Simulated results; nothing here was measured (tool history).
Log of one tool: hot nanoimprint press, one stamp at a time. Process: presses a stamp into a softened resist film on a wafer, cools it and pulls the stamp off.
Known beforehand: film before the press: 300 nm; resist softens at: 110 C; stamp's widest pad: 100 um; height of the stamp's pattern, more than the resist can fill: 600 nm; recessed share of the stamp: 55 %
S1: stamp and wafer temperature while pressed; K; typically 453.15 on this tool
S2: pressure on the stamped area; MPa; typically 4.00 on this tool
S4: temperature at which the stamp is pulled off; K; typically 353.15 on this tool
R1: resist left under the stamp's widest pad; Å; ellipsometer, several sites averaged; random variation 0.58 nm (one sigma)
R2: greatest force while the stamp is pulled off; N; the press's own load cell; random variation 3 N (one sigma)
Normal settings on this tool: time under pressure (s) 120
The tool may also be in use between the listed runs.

Run 1, hour 0.0: usual settings. Result: R1 1171 Å, R2 201 N.
At hour 37.6: stamp cleaned and given a new release coat.
Run 2, hour 68.2: usual settings. Result: R1 1173 Å, R2 170 N.
At hour 88.4: plate thermocouple calibrated.
Run 3, hour 144.1: usual settings. Result: R1 1217 Å, R2 175 N.
Run 4, hour 221.8: usual settings. Result: R1 1220 Å, R2 189 N.
Run 5, hour 293.0: usual settings. Result: R1 1228 Å, R2 199 N.
At hour 332.0: stamp cleaned and given a new release coat.
Run 6, hour 380.7: usual settings. Result: R1 1248 Å, R2 175 N.
Run 7, hour 441.0: usual settings. Result: R1 1241 Å, R2 177 N.
Run 8, hour 485.3: usual settings. Result: R1 1255 Å, R2 187 N.
At hour 508.8: plate thermocouple calibrated, once more.
Run 9, hour 542.0: usual settings. Result: R1 1159 Å, R2 191 N.
Run 10, hour 598.2: usual settings but S1 462.15 K, S4 347.15 K. Result: R1 790 Å, R2 212 N.
At hour 625.1: stamp cleaned and given a new release coat.
Run 11, hour 654.2: usual settings but S1 462.15 K, S2 3.42 MPa, time under pressure (s) 84, S4 347.15 K. Result: R1 974 Å, R2 178 N.
Run 12, hour 715.2: usual settings but S1 460.15 K, S2 6.36 MPa, time under pressure (s) 178, S4 346.15 K. Result: R1 572 Å, R2 184 N.
Run 13, hour 768.1: usual settings but time under pressure (s) 187, S4 349.15 K. Result: R1 1016 Å, R2 191 N.
Run 14, hour 813.3: usual settings but time under pressure (s) 187, S4 349.15 K. Result: R1 1018 Å, R2 197 N.
At hour 856.7: press's hydraulic seals changed and the load cell set to zero.
Run 15, hour 892.2: usual settings but S1 441.15 K, time under pressure (s) 187, S4 349.15 K. Result: R1 1751 Å, R2 204 N.
At hour 920.9: stamp cleaned and given a new release coat.
Run 16, hour 970.6: usual settings but S1 460.15 K, S2 3.01 MPa, time under pressure (s) 68. Result: R1 1225 Å, R2 169 N.

What does the tool deliver on the next run?
At hour 1002.7: plate thermocouple calibrated.
Run 17, hour 1053.3: usual settings but S1 442.15 K, S4 350.15 K. Result: R1 ?, R2 ?.

R1: 1840 Å
R2: 191 N
If the tool had no hidden condition, the same run with the same run-to-run variation would have returned R1 1820 Å, R2 172 N.

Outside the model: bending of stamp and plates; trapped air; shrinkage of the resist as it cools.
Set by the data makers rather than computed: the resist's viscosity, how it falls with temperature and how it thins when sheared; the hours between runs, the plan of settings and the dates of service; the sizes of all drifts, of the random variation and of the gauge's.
